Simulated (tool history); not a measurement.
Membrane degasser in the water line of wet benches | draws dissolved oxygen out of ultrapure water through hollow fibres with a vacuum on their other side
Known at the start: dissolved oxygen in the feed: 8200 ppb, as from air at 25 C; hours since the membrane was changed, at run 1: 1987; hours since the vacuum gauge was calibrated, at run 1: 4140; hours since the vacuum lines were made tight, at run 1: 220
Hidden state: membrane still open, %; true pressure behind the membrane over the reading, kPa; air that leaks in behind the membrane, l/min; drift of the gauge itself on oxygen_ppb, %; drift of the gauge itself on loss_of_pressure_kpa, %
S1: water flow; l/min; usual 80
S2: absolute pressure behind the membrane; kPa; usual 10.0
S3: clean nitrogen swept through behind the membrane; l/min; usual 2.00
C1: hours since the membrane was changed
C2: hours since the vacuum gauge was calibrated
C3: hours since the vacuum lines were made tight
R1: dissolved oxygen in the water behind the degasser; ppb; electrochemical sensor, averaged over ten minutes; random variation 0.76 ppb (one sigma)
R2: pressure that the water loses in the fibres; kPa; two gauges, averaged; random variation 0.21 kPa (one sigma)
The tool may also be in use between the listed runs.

| run | hour | S1 | S2 | S3 | C1 | C2 | C3 | R1 | R2 |
|---|---|---|---|---|---|---|---|---|---|
| 1 | 0.0 | 80 | 10.0 | 2.00 | 1987 | 4140 | 220 | 533.1 | 48.22 |
| 2 | 110.3 | 80 | 24.8 | 2.00 | 2098 | 4250 | 331 | 1488.9 | 48.35 |
| 3 | 277.8 | 80 | 24.8 | 2.00 | 2265 | 4418 | 498 | 1487.6 | 48.56 |
| 4 | 396.7 | 80 | 24.8 | 2.00 | 2384 | 4536 | 617 | 1485.2 | 48.64 |
| 5 | 517.4 | 80 | 24.8 | 2.00 | 2505 | 4657 | 738 | 1489.5 | 48.42 |
|  | 749.9 | vacuum gauge calibrated |
| 6 | 749.9 | 80 | 10.0 | 2.00 | 2737 | 0 | 970 | 534.2 | 48.40 |
| 7 | 923.1 | 49 | 10.0 | 2.00 | 2910 | 173 | 1143 | 354.1 | 29.68 |
| 8 | 1100.1 | 49 | 10.0 | 2.00 | 3087 | 350 | 1320 | 354.3 | 30.17 |
| 9 | 1328.6 | 49 | 10.0 | 2.00 | 3315 | 579 | 1549 | 354.2 | 29.81 |

The next listed run, before its measurement:
| 10 | 1528.1 | 104 | 10.0 | 1.14 | 3515 | 778 | 1748 | ? | ? |

R1: 944.1 ppb
R2: 63.62 kPa
Without the tool's hidden state the same run would have given R1 944.0 ppb, R2 62.76 kPa.

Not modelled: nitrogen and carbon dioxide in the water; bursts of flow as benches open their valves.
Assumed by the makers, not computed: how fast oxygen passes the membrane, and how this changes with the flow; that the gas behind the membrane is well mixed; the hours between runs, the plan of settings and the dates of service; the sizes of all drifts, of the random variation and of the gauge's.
